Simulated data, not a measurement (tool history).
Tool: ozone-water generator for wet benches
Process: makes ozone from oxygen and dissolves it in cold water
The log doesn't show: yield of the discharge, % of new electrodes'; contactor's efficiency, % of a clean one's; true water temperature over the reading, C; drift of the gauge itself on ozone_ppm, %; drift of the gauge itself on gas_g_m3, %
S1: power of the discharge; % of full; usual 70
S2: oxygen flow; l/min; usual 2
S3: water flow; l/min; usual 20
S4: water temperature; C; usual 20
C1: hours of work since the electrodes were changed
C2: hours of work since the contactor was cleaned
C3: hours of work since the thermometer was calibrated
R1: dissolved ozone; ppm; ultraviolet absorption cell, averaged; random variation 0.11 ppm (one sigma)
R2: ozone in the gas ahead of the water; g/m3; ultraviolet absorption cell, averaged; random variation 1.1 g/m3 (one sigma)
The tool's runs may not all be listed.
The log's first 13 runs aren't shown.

| run | hour | S1 | S2 | S3 | S4 | C1 | C2 | C3 | R1 | R2 |
|---|---|---|---|---|---|---|---|---|---|---|
| 14 | 553.1 | 70 | 2 | 18 | 20 | 2046 | 3658 | 1795 | 9.2 | 193.8 |
| 15 | 612.8 | 70 | 2 | 18 | 20 | 2103 | 3714 | 1852 | 9.1 | 191.7 |
| 16 | 659.4 | 70 | 2 | 20 | 20 | 2147 | 3758 | 1896 | 7.9 | 191.6 |
| 17 | 704.9 | 70 | 2.93 | 17 | 20 | 2190 | 3801 | 1939 | 10.8 | 165.1 |
| 18 | 748.4 | 70 | 2.13 | 20 | 24 | 2231 | 3843 | 1980 | 7.6 | 187 |
| 19 | 787.6 | 70 | 2.19 | 20 | 18 | 2268 | 3880 | 2017 | 8.2 | 186.9 |
| 20 | 830 | 70 | 2.19 | 20 | 18 | 2308 | 3920 | 2057 | 8.2 | 183.5 |
| 21 | 890.1 | 89 | 1.61 | 24 | 13 | 2365 | 3977 | 2114 | 6.9 | 246.8 |
| 22 | 918.5 | 89 | 1.61 | 24 | 13 | 2392 | 4003 | 2141 | 6.7 | 246.3 |
| 23 | 946.7 | 89 | 1.53 | 21 | 26 | 2418 | 4030 | 2168 | 7.4 | 252.3 |
| 24 | 1005.7 | 70 | 1.13 | 13 | 20 | 2474 | 4086 | 2223 | 10.9 | 243 |
| 25 | 1066 | 74 | 1.2 | 13 | 13 | 2531 | 4143 | 2280 | 12.1 | 244.3 |
| 26 | 1097.7 | 74 | 1.2 | 13 | 13 | 2561 | 4173 | 2310 | 12.1 | 241.7 |
| 27 | 1156.9 | 74 | 1.2 | 13 | 13 | 2617 | 4229 | 2366 | 12 | 244.1 |
| 28 | 1190.6 | 41 | 2 | 20 | 12 | 2649 | 4261 | 2398 | 5.6 | 130.7 |
| 29 | 1215.5 | 84 | 1.16 | 19 | 24 | 2673 | 4284 | 2422 | 7.6 | 270.2 |
| 30 | 1260.8 | 76 | 1.16 | 30 | 12 | 2715 | 4327 | 2465 | 3.8 | 251.4 |
| 31 | 1290 | 76 | 1.16 | 30 | 12 | 2743 | 4355 | 2492 | 4 | 251.7 |
| 32 | 1316.5 | 76 | 1.16 | 17 | 12 | 2768 | 4380 | 2517 | 8.8 | 249.9 |

5 ways to go on from here, each from the tool as it stands after run 32. What would each give?
| A | 1376.1 | 76 | 1.32 | 17 | 12 | 2824 | 4436 | 2574 | ? | ? |
| B | 1376.1 | 70 | 1.39 | 18 | 14 | 2824 | 4436 | 2574 | ? | ? |
| C | 1376.1 | 53 | 2 | 13 | 25 | 2824 | 4436 | 2574 | ? | ? |
| D | 1376.1 | 43 | 1.25 | 32 | 12 | 2824 | 4436 | 2574 | ? | ? |
| E | 1376.1 | 76 | 1.16 | 14 | 20 | 2824 | 4436 | 2574 | ? | ? |

| run | R1 | R2 |
|---|---|---|
| A | 9.1 | 239.3 |
| B | 8.2 | 220.4 |
| C | 10.1 | 155.4 |
| D | 2.4 | 166.3 |
| E | 10.5 | 253.3 |
Without the tool's hidden state the same runs would have given:
| run | R1 | R2 |
|---|---|---|
| A | 9.8 | 253.9 |
| B | 8.9 | 233.1 |
| C | 10.8 | 162.5 |
| D | 2.6 | 172.5 |
| E | 11.4 | 268.7 |

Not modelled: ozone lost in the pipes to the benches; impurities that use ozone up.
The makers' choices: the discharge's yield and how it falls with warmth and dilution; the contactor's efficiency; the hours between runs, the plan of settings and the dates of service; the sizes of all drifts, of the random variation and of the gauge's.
